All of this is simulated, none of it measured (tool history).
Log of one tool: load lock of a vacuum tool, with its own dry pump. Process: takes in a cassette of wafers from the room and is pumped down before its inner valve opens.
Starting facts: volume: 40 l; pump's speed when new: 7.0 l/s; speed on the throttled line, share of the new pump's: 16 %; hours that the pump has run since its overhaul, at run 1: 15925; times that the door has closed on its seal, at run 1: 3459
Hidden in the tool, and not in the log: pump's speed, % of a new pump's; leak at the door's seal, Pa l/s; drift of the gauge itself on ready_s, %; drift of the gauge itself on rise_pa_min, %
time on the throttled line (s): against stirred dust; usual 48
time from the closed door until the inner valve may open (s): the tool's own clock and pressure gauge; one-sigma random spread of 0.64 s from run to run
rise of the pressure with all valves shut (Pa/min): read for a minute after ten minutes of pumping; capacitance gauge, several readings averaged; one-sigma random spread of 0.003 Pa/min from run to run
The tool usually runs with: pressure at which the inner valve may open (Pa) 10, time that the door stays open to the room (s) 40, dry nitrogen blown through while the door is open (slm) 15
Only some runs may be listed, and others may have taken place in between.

run    hour  time on the throttled line (s)  pressure at which the inner valve may open (Pa)  time that the door stays open to the room (s)  dry nitrogen blown through while the door is open (slm)  hours that the pump has run since its overhaul  times that the door has closed on its seal  incoming humidity of the room's air, %  time from the closed door until the inner valve may open (s)  rise of the pressure with all valves shut (Pa/min)
  1       0                              48                                               10                                             40                                                       15                                           15925                                        3459                                    50.1                                                            93                                               0.026
  2   106.5                              48                                               10                                            110                                                       15                                           16031                                        3626                                      47                                                          93.4                                               0.053
  3     279                              48                                               10                                            110                                                       15                                           16204                                        3896                                    46.7                                                          93.7                                                0.05
  4   401.2                              48                                               10                                            110                                                       15                                           16326                                        4088                                    43.3                                                          92.9                                               0.049
  5   556.1                              48                                               10                                            110                                                       15                                           16481                                        4330                                    47.1                                                          92.9                                               0.045
  6   664.9                              48                                               10                                             63                                                       15                                           16590                                        4501                                    45.5                                                          92.3                                               0.035
  7   825.7                              48                                               10                                             40                                                       15                                           16751                                        4753                                    45.6                                                          93.1                                               0.025
  8   927.7                              48                                               10                                             40                                                       15                                           16853                                        4913                                    42.8                                                          93.1                                               0.024
  9  1025.7                              28                                               10                                             40                                                       15                                           16951                                        5066                                      46                                                          76.7                                               0.025
 10  1112.4                              28                                               10                                             40                                                       15                                           17037                                        5202                                    45.9                                                          77.9                                               0.023
 11  1267.1                              28                                               10                                             40                                                       15                                           17192                                        5444                                    43.8                                                          77.1                                               0.023
 12  1353.9                              48                                               10                                             40                                                       20                                           17279                                        5580                                    42.3                                                          95.2                                               0.017
 13  1447.6                              48                                               10                                             40                                                       20                                           17373                                        5727                                    44.8                                                            93                                               0.016
 14  1560.2                              48                                               10                                             40                                                       20                                           17485                                        5903                                    44.6                                                          94.3                                                0.02
 15  1749.6                              48                                               10                                             40                                                       20                                           17675                                        6200                                    45.6                                                            93                                               0.023
 16  1861.8                              48                                               10                                             40                                                       15                                           17787                                        6376                                    45.4                                                          93.6                                                0.02
 17  2007.8                              48                                               10                                            218                                                       15                                           17933                                        6605                                    42.6                                                          93.9                                               0.076
 18  2187.8                              39                                               12                                            218                                                       15                                           18113                                        6887                                    41.6                                                            85                                               0.074
 19  2278.4                              28                                               15                                             57                                                        4                                           18203                                        7028                                      43                                                          75.9                                               0.047
 20  2408.2                              28                                               15                                             57                                                        4                                           18333                                        7232                                    43.9                                                            75                                               0.052
 21  2488.3                              28                                               15                                             57                                                        4                                           18413                                        7357                                    44.9                                                            75                                               0.052
 22  2574.3                              55                                               10                                             40                                                        9                                           18499                                        7492                                    47.8                                                          98.6                                                0.03
 23  2715.6                              89                                               10                                            134                                                       15                                           18641                                        7713                                    45.5                                                         128.2                                               0.059
 24  2902.2                              68                                                8                                            134                                                       15                                           18827                                        8006                                    41.4                                                         111.6                                               0.047
 25  2990.3                              68                                                8                                            134                                                       15                                           18915                                        8144                                    45.3                                                         111.9                                               0.057
 26  3126.9                              78                                                8                                             40                                                       12                                           19052                                        8358                                    44.4                                                         120.1                                               0.026
 27  3255.8                              93                                               19                                             40                                                       15                                           19181                                        8560                                      45                                                         126.4                                               0.024
 28  3381.3                              93                                               19                                             40                                                       15                                           19306                                        8756                                    47.1                                                         128.1                                               0.025
 29  3482.1                              48                                               14                                             40                                                        4                                           19407                                        8914                                    43.2                                                          92.1                                               0.037
 30  3566.6                              48                                               16                                             30                                                       15                                           19491                                        9046                                    41.4                                                          90.3                                               0.019
 31  3692.1                              48                                               16                                             30                                                       15                                           19617                                        9243                                    43.8                                                          90.8                                               0.014

3 ways to go on from here, each from the tool as it stands after run 31. What would each give?
  A  3804.4                              41                                               14                                             40                                                        9                                           19729                                        9419                                    42.1                                                             ?                                                   ?
  B  3804.4                              48                                                8                                             88                                                       15                                           19729                                        9419                                    44.2                                                             ?                                                   ?
  C  3804.4                              48                                               19                                            114                                                       35                                           19729                                        9419                                    45.4                                                             ?                                                   ?

run  time from the closed door until the inner valve may open (s)  rise of the pressure with all valves shut (Pa/min)
  A                                                          85.4                                                0.03
  B                                                          94.2                                               0.038
  C                                                          89.2                                               0.035
Stripped of hidden state, with their random variation kept, the same runs would have yielded:
run  time from the closed door until the inner valve may open (s)  rise of the pressure with all valves shut (Pa/min)
  A                                                          85.3                                                0.03
  B                                                            94                                               0.038
  C                                                          89.1                                               0.035
